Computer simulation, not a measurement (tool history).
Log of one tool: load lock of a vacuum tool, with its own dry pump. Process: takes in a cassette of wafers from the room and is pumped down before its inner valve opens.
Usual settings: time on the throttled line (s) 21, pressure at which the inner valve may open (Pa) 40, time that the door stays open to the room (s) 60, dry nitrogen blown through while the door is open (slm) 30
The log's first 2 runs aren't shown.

run	hour	time on the throttled line (s)	pressure at which the inner valve may open (Pa)	time that the door stays open to the room (s)	dry nitrogen blown through while the door is open (slm)	incoming humidity of the room's air, %	time from the closed door until the inner valve may open (s)	rise of the pressure with all valves shut (Pa/min)
3	163.5	13	40	60	30	43.2	28.7	0.065
4	239.1	13	40	60	30	45.7	28.7	0.064
5	283.5	21	40	60	30	47.7	35.1	0.072
6	339.4	21	40	60	30	42.9	35.2	0.064
7	391.7	21	40	60	30	45.6	35.3	0.069
8	488.1	21	40	60	30	40.8	35.1	0.064
9	571.7	21	72	60	30	43.4	33.4	0.071
10	664.8	21	72	60	30	46.0	33.7	0.072
11	742.8	21	40	31	30	42.5	35.2	0.069
12	797.9	21	40	60	30	44.2	35.1	0.073
13	876.4	21	40	73	30	42.8	34.9	0.077
14	931.6	11	40	60	30	45.9	27.7	0.073
15	980.7	21	40	60	30	46.2	35.1	0.079
16	1033.6	21	40	60	30	43.4	35.4	0.080
17	1128.9	21	40	60	30	46.6	35.0	0.075
18	1189.0	20	40	60	5	43.9	34.8	0.116
19	1258.3	21	55	60	34	45.1	34.1	0.078

Forecast run 20:
20	1341.9	10	46	60	6	41.2	?	?

time from the closed door until the inner valve may open (s): 26.6
rise of the pressure with all valves shut (Pa/min): 0.111
Without the tool's hidden state the same run would have given time from the closed door until the inner valve may open (s) 25.3, rise of the pressure with all valves shut (Pa/min) 0.066.
